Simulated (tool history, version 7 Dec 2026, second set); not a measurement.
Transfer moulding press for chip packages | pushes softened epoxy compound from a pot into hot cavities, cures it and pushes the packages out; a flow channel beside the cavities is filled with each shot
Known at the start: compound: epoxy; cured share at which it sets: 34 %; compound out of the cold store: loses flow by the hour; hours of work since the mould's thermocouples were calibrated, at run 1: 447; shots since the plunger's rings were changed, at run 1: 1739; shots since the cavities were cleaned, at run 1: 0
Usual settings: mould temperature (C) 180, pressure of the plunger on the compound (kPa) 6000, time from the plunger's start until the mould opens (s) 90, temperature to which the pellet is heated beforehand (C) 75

run	hour	mould temperature (C)	pressure of the plunger on the compound (kPa)	time from the plunger's start until the mould opens (s)	temperature to which the pellet is heated beforehand (C)	hours of work since the mould's thermocouples were calibrated	shots since the plunger's rings were changed	shots since the cavities were cleaned	incoming compound's hours out of the cold store	length that the compound runs in the flow channel (mm)	greatest force on the pins that push the packages out (N)
1	0.0	180	6000	90	75	447	1739	0	25.5	501	381
2	13.3	180	6000	90	75	454	1887	148	13.2	529	452
3	30.7	180	6000	90	75	463	2082	343	19.5	514	550
4	48.0	180	6000	90	75	472	2276	537	33.2	491	548
5	62.2	180	6000	90	75	479	2434	695	44.3	471	564
# hour 66.2: cavities cleaned with cleaning compound and waxed
6	75.5	180	6000	90	75	485	2566	104	33.8	488	436
# hour 82.4: plunger's sealing rings changed
7	96.0	180	6000	90	75	495	152	304	9.6	551	532
8	109.2	180	5190	90	75	501	300	452	43.7	454	539
# hour 112.8: mould's thermocouples calibrated
9	131.5	180	5190	90	75	10	526	678	14.1	509	638
# hour 137.3: cavities cleaned with cleaning compound and waxed
10	152.1	175	6430	90	75	19	739	165	35.0	531	682
11	167.3	180	6000	87	78	27	909	335	16.1	528	598
12	184.8	174	6000	84	73	36	1105	531	26.6	527	1131
13	196.2	186	7420	90	77	42	1232	658	10.4	585	448
# hour 202.6: cavities cleaned with cleaning compound and waxed
14	214.8	186	6000	90	75	51	1423	136	11.2	526	338
15	233.3	186	6000	90	75	60	1630	343	15.1	515	396
16	248.3	187	6000	129	75	68	1797	510	9.9	522	364
# hour 268.8: cavities cleaned with cleaning compound and waxed
# hour 273.0: mould's thermocouples calibrated, once more
17	277.3	187	6000	129	75	2	2081	72	11.2	509	272
18	302.0	184	4730	80	76	15	2357	348	25.8	437	511

3 ways to go on from here, each from the tool as it stands after run 18. What would each give?
# hour 326.7: plunger's sealing rings changed
A	330.9	184	6900	108	76	28	47	643	27.3	?	?
# hour 326.7: plunger's sealing rings changed
B	330.9	184	7440	80	76	28	47	643	44.7	?	?
# hour 326.7: plunger's sealing rings changed
C	330.9	174	6000	113	75	28	47	643	25.8	?	?

run	length that the compound runs in the flow channel (mm)	greatest force on the pins that push the packages out (N)
A	550	395
B	547	520
C	534	534
Without the tool's hidden state the same runs would have given:
run	length that the compound runs in the flow channel (mm)	greatest force on the pins that push the packages out (N)
A	551	263
B	548	350
C	535	357
